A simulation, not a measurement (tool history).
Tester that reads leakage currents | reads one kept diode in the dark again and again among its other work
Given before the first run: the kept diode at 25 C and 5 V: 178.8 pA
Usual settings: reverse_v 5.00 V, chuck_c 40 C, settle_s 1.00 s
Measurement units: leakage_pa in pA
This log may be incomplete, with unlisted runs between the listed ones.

run 1 day=0.000 | reverse_v=5.00 chuck_c=40 settle_s=1.00 | leakage_pa=509.36
run 2 day=7.650 | reverse_v=5.00 chuck_c=40 settle_s=1.00 | leakage_pa=508.79
run 3 day=17.071 | reverse_v=5.00 chuck_c=40 settle_s=1.00 | leakage_pa=511.00
-- day=19.629 chuck's temperature calibrated
run 4 day=25.167 | reverse_v=5.00 chuck_c=40 settle_s=1.00 | leakage_pa=513.29
run 5 day=32.858 | reverse_v=5.00 chuck_c=40 settle_s=1.00 | leakage_pa=512.73
run 6 day=40.183 | reverse_v=5.00 chuck_c=40 settle_s=1.00 | leakage_pa=506.98
run 7 day=45.817 | reverse_v=4.86 chuck_c=40 settle_s=1.00 | leakage_pa=505.53
run 8 day=50.462 | reverse_v=4.86 chuck_c=40 settle_s=1.00 | leakage_pa=502.30
run 9 day=58.867 | reverse_v=4.86 chuck_c=40 settle_s=1.00 | leakage_pa=503.79
-- day=61.646 chuck's temperature calibrated
-- day=63.412 probe card cleaned and baked
run 10 day=67.458 | reverse_v=4.86 chuck_c=40 settle_s=1.00 | leakage_pa=504.69
run 11 day=73.117 | reverse_v=4.86 chuck_c=40 settle_s=1.00 | leakage_pa=503.43
run 12 day=79.462 | reverse_v=5.00 chuck_c=26 settle_s=1.00 | leakage_pa=194.37
run 13 day=87.262 | reverse_v=5.00 chuck_c=26 settle_s=1.00 | leakage_pa=193.51
-- day=93.846 tester calibrated
run 14 day=94.171 | reverse_v=5.00 chuck_c=26 settle_s=1.00 | leakage_pa=193.70
run 15 day=101.671 | reverse_v=5.00 chuck_c=26 settle_s=1.00 | leakage_pa=193.37
-- day=103.888 chuck's temperature calibrated
run 16 day=112.425 | reverse_v=5.00 chuck_c=26 settle_s=1.00 | leakage_pa=193.31
run 17 day=117.179 | reverse_v=5.00 chuck_c=26 settle_s=1.00 | leakage_pa=193.53
run 18 day=125.175 | reverse_v=5.00 chuck_c=26 settle_s=1.00 | leakage_pa=193.79
run 19 day=136.238 | reverse_v=5.00 chuck_c=40 settle_s=1.00 | leakage_pa=509.39
-- day=145.825 chuck's temperature calibrated
run 20 day=147.367 | reverse_v=10.22 chuck_c=34 settle_s=1.00 | leakage_pa=492.62
run 21 day=152.400 | reverse_v=10.22 chuck_c=34 settle_s=1.00 | leakage_pa=497.97
run 22 day=160.312 | reverse_v=5.00 chuck_c=20 settle_s=1.66 | leakage_pa=124.30
run 23 day=167.175 | reverse_v=5.00 chuck_c=20 settle_s=1.66 | leakage_pa=123.76
run 24 day=176.496 | reverse_v=5.00 chuck_c=29 settle_s=1.00 | leakage_pa=239.28
run 25 day=183.946 | reverse_v=5.00 chuck_c=22 settle_s=2.05 | leakage_pa=143.14
-- day=187.425 chuck's temperature calibrated
run 26 day=191.975 | reverse_v=8.71 chuck_c=26 settle_s=1.58 | leakage_pa=257.71
-- day=201.075 probe card cleaned and baked
run 27 day=202.667 | reverse_v=7.08 chuck_c=26 settle_s=2.59 | leakage_pa=229.75
run 28 day=213.583 | reverse_v=7.08 chuck_c=26 settle_s=2.59 | leakage_pa=231.79
run 29 day=223.688 | reverse_v=2.83 chuck_c=40 settle_s=0.72 | leakage_pa=381.33
-- day=229.667 chuck's temperature calibrated
run 30 day=231.908 | reverse_v=14.10 chuck_c=55 settle_s=0.89 | leakage_pa=2270.08
run 31 day=238.858 | reverse_v=14.10 chuck_c=55 settle_s=0.89 | leakage_pa=2259.05
run 32 day=248.396 | reverse_v=14.10 chuck_c=55 settle_s=0.89 | leakage_pa=2274.80
run 33 day=257.175 | reverse_v=5.65 chuck_c=23 settle_s=4.77 | leakage_pa=164.53
run 34 day=267.100 | reverse_v=4.10 chuck_c=57 settle_s=1.92 | leakage_pa=1349.75
-- day=271.467 chuck's temperature calibrated
run 35 day=276.858 | reverse_v=4.10 chuck_c=57 settle_s=1.92 | leakage_pa=1347.25
run 36 day=282.267 | reverse_v=4.10 chuck_c=48 settle_s=0.31 | leakage_pa=778.81
run 37 day=291.183 | reverse_v=5.00 chuck_c=40 settle_s=2.00 | leakage_pa=508.65
run 38 day=295.888 | reverse_v=2.44 chuck_c=49 settle_s=1.83 | leakage_pa=629.49

5 options for the next run, each taken on its own from the tool as it stands now. Forecast them:
run A day=305.742 | reverse_v=14.99 chuck_c=49 settle_s=1.83 | leakage_pa=?
run B day=305.742 | reverse_v=7.46 chuck_c=49 settle_s=5.55 | leakage_pa=?
run C day=305.742 | reverse_v=6.21 chuck_c=24 settle_s=7.21 | leakage_pa=?
run D day=305.742 | reverse_v=9.43 chuck_c=24 settle_s=0.75 | leakage_pa=?
run E day=305.742 | reverse_v=3.40 chuck_c=49 settle_s=1.83 | leakage_pa=?

run=A leakage_pa=1609.69
run=B leakage_pa=1126.29
run=C leakage_pa=185.54
run=D leakage_pa=234.20
run=E leakage_pa=748.75
With no hidden state in the tool, these same runs would have given:
run=A leakage_pa=1612.13
run=B leakage_pa=1128.08
run=C leakage_pa=185.76
run=D leakage_pa=234.42
run=E leakage_pa=749.98
